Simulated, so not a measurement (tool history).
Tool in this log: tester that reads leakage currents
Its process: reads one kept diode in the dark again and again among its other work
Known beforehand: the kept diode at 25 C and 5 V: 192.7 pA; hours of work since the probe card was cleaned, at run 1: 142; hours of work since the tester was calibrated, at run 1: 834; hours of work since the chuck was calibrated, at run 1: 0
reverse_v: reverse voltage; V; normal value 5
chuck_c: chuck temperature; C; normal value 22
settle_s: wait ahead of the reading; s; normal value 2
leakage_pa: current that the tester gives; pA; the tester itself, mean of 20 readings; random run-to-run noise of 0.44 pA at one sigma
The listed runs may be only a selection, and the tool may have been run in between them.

run,hour,reverse_v,chuck_c,settle_s,hours of work since the probe card was cleaned,hours of work since the tester was calibrated,hours of work since the chuck was calibrated,leakage_pa
1,0,5,22,2,142,834,0,146.16
2,86.2,5,22,2,210,903,69,146.27
3,165.9,5,22,2,274,966,132,147.17
4,228.3,5,22,2,324,1016,182,146.62
5,332.9,5,22,2,407,1099,265,147.13
6,448.5,5,22,2,499,1191,357,148.68
7,544.3,2.28,22,2,575,1267,433,94.88
8,634,5,22,1.55,646,1339,505,148.94
9,747.1,7.05,22,1.55,736,1429,595,181.77
10,812.9,5,22,2,789,1481,647,149.65
11,898.3,5,22,2,857,1549,715,149.09
12,1001.7,5,22,2,939,1631,797,151.78
13,1070.9,5,22,2,994,1686,852,151.17
14,1165.4,5,32,2,1069,1762,928,381.06
15,1238.4,6.53,22,2,1127,1820,986,176.58
16,1350.1,6.53,22,2,1216,1909,1075,176.82
17,1462.8,5,22,2,1306,1998,1164,152.92
18,1530.9,5,22,2,1360,2052,1218,152.31
# hour 1632.5: probe card cleaned and baked
19,1632.5,5,30,2,0,2131,1297,320.73
20,1706.2,5,22,2,59,2190,1356,151.12
21,1808.4,5,22,2,140,2271,1437,152.2
22,1916.6,5,22,2,226,2357,1523,153.46
23,1997.3,4.79,22,4.11,290,2421,1587,149.14
24,2059.3,4.79,22,0.43,340,2471,1637,150.07
25,2169.9,4.79,22,0.43,428,2559,1725,150.23
26,2236.9,8.75,36,0.41,481,2612,1778,765.07
27,2347.2,8.75,36,0.41,569,2700,1866,770.14
28,2405.7,3.76,29,0.41,615,2746,1912,254.57
29,2533.7,7.35,26,6.09,717,2848,2014,283.28
30,2593.7,3.87,22,2,765,2896,2062,134.9
# hour 2625.4: chuck's temperature calibrated
31,2672,9.27,33,2,826,2957,37,589.27
32,2744.1,9.27,45,4.86,883,3014,94,1659.78
33,2798.3,8.17,22,2,926,3057,138,198.85
34,2879.3,5,44,8.93,991,3122,202,1076.64
35,2949.4,5,44,8.93,1046,3177,258,1076.12
36,3079.2,5,44,8.93,1150,3281,361,1079.18
37,3133.4,5,44,8.93,1193,3324,404,1081.88
38,3194.7,5,44,8.93,1242,3373,453,1085.1
39,3296,5,29,5.35,1322,3453,534,294.76

Pick out some run-to-run changes in leakage_pa. Of each, how much would a tool without hidden state show as well, from the settings, what came in and chance, and how much is left for the hidden state and any gauge scatter not in both results compared?
Unlogged tool condition in this case: stray current of the dirty probe card, pA a volt; current scale over the true one, %; true chuck temperature over the reading, C; drift of the gauge itself on leakage_pa, %.
Run 25 -> 26: reverse_v 4.79 -> 8.75, chuck_c 22 -> 36, settle_s 0.43 -> 0.41. leakage_pa +614.84 pA: hidden state +32.09, all else +582.75.
Run 31 -> 32: chuck_c 33 -> 45, settle_s 2 -> 4.86. leakage_pa +1070.51 pA: hidden state +28.08, all else +1042.43.
Run 32 -> 33: reverse_v 9.27 -> 8.17, chuck_c 45 -> 22, settle_s 4.86 -> 2. leakage_pa -1460.93 pA: hidden state -37.32, all else -1423.61.
Run 33 -> 34: reverse_v 8.17 -> 5, chuck_c 22 -> 44, settle_s 2 -> 8.93. leakage_pa +877.79 pA: hidden state +24.21, all else +853.58.

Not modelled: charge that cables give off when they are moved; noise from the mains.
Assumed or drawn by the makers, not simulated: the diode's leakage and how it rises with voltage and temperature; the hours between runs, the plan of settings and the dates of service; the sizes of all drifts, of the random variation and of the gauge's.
